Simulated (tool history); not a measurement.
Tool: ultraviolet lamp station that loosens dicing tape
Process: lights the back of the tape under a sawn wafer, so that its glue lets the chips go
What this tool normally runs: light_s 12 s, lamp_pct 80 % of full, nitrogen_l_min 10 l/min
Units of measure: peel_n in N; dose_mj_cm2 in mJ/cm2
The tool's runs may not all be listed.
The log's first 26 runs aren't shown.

Run 27, day 38.817: usual settings but light_s 10 s, lamp_pct 99 % of full, nitrogen_l_min 17 l/min. Result: peel_n 1.236 N, dose_mj_cm2 418 mJ/cm2.
Run 28, day 40.312: usual settings but light_s 23 s, lamp_pct 97 % of full, nitrogen_l_min 11 l/min. Result: peel_n 0.305 N, dose_mj_cm2 930 mJ/cm2.
Run 29, day 41.262: usual settings but light_s 10 s, lamp_pct 93 % of full, nitrogen_l_min 15 l/min. Result: peel_n 1.535 N, dose_mj_cm2 381 mJ/cm2.
Run 30, day 43.183: usual settings but nitrogen_l_min 9 l/min. Result: peel_n 1.957 N, dose_mj_cm2 385 mJ/cm2.
At day 43.404: window cleaned of glue's vapour.
Run 31, day 44.542: usual settings but lamp_pct 66 % of full. Result: peel_n 2.078 N, dose_mj_cm2 351 mJ/cm2.
Run 32, day 45.942: usual settings but lamp_pct 66 % of full. Result: peel_n 2.121 N, dose_mj_cm2 348 mJ/cm2.
Run 33, day 47.783: usual settings but lamp_pct 66 % of full. Result: peel_n 2.167 N, dose_mj_cm2 339 mJ/cm2.
Run 34, day 49.35: usual settings but light_s 6 s, lamp_pct 66 % of full. Result: peel_n 4.105 N, dose_mj_cm2 164 mJ/cm2.
Run 35, day 50.988: usual settings but light_s 14 s, lamp_pct 93 % of full. Result: peel_n 1.132 N, dose_mj_cm2 533 mJ/cm2.
Run 36, day 52.071: usual settings but light_s 14 s, lamp_pct 93 % of full. Result: peel_n 1.146 N, dose_mj_cm2 519 mJ/cm2.
Run 37, day 53.15: usual settings but light_s 14 s, lamp_pct 93 % of full. Result: peel_n 1.159 N, dose_mj_cm2 511 mJ/cm2.

Run 38, settings as shown, results not yet in. Your forecast:
At day 54.458: lamp changed.
Run 38, day 54.792: usual settings but lamp_pct 64 % of full, nitrogen_l_min 13 l/min. Result: peel_n ?, dose_mj_cm2 ?.

{"run 38": {"peel_n": 1.364, "dose_mj_cm2": 432}}
Without the tool's hidden state the same run would have given peel_n 1.156 N, dose_mj_cm2 475 mJ/cm2.
